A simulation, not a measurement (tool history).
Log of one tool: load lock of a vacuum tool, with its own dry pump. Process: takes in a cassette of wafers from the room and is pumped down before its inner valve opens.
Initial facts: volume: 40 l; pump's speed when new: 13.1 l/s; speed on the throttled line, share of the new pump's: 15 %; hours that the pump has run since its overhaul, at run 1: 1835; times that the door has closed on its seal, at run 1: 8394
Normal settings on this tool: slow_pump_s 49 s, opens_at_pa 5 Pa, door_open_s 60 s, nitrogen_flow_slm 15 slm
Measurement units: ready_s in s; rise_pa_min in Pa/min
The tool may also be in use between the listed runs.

run,hour,slow_pump_s,opens_at_pa,door_open_s,nitrogen_flow_slm,hours that the pump has run since its overhaul,times that the door has closed on its seal,"incoming humidity of the room's air, %",ready_s,rise_pa_min
1,0.0,49,5,60,15,1835,8394,45.8,73.4,0.023
2,136.2,49,5,60,15,1971,8840,46.6,72.1,0.030
3,228.6,49,5,60,15,2064,9142,46.1,71.9,0.025
4,356.6,32,5,60,15,2192,9561,44.6,57.2,0.033
5,538.9,49,5,60,15,2374,10158,42.9,72.1,0.022
6,624.2,49,5,60,15,2459,10438,46.0,71.2,0.025
7,792.0,49,5,60,7,2627,10987,46.5,72.7,0.040
8,968.6,49,5,60,7,2804,11565,42.7,73.4,0.039
9,1112.8,49,5,60,7,2948,12037,43.0,72.7,0.037
10,1223.5,49,5,104,10,3059,12400,43.1,72.3,0.046
11,1329.5,49,6,104,10,3165,12746,46.3,71.2,0.049
12,1477.4,49,6,44,10,3313,13231,44.8,71.1,0.029
13,1656.7,80,9,60,35,3492,13818,42.2,97.1,0.013
14,1779.9,80,5,129,5,3615,14221,44.6,98.9,0.071
15,1865.0,80,5,129,5,3700,14500,45.4,99.2,0.073
16,1944.7,80,5,129,5,3780,14761,42.8,97.9,0.073
17,2031.4,80,5,129,5,3867,15045,47.3,98.6,0.081
18,2214.8,80,5,129,5,4050,15645,46.6,99.0,0.076

Forecast each of these 4 alternatives for the next run:
A,2312.3,49,7,25,15,4147,15964,43.3,?,?
B,2312.3,26,5,129,5,4147,15964,41.6,?,?
C,2312.3,69,5,69,5,4147,15964,43.3,?,?
D,2312.3,31,5,26,12,4147,15964,45.0,?,?

run,ready_s,rise_pa_min
A,71.4,0.015
B,52.9,0.066
C,89.4,0.056
D,56.9,0.025
What these runs would have given with no unlogged condition in the tool:
run,ready_s,rise_pa_min
A,71.4,0.015
B,52.9,0.065
C,89.4,0.055
D,56.9,0.024
